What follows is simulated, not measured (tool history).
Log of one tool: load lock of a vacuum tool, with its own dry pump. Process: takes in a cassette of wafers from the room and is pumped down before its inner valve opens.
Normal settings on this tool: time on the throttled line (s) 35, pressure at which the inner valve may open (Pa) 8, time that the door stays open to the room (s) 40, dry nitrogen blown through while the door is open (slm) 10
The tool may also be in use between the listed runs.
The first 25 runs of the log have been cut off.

run	hour	time on the throttled line (s)	pressure at which the inner valve may open (Pa)	time that the door stays open to the room (s)	dry nitrogen blown through while the door is open (slm)	hours that the pump has run since its overhaul	times that the door has closed on its seal	incoming humidity of the room's air, %	time from the closed door until the inner valve may open (s)	rise of the pressure with all valves shut (Pa/min)
26	4459.6	48	12	230	20	5667	2773	46.7	71.9	0.11
27	4710.3	48	12	57	6	5918	3307	42.9	72.2	0.102
28	4910.4	48	12	57	6	6118	3733	44	72	0.106
29	5028.1	48	12	57	6	6236	3983	43.6	71.6	0.108
30	5292.5	48	15	57	45	6500	4546	44.9	70.4	0.068
31	5439.1	54	12	235	31	6647	4858	44.2	76.8	0.107
32	5549.7	27	8	40	29	6757	5094	44	57.9	0.072
33	5694.7	33	8	40	10	6902	5403	47.8	62.4	0.108
34	5890	29	7	47	11	7098	5818	46.3	60.5	0.106
35	6133.7	38	6	55	7	7341	6337	47.8	67.8	0.133
36	6252.9	35	8	81	10	7460	6591	45.4	63.5	0.13
37	6380.8	19	8	40	10	7588	6863	46.3	52.2	0.118

Each row is a separate what-if for the run after 37, all from the same tool condition, not one after another. Results?
A	6616.7	19	9	40	10	7824	7365	48.1	?	?
B	6616.7	67	8	40	23	7824	7365	44.4	?	?
C	6616.7	19	9	51	29	7824	7365	44	?	?

run	time from the closed door until the inner valve may open (s)	rise of the pressure with all valves shut (Pa/min)
A	51.5	0.124
B	87.9	0.102
C	52	0.103
Had the tool no hidden state, the same runs would have come out as:
run	time from the closed door until the inner valve may open (s)	rise of the pressure with all valves shut (Pa/min)
A	49	0.064
B	86.2	0.041
C	49.4	0.042
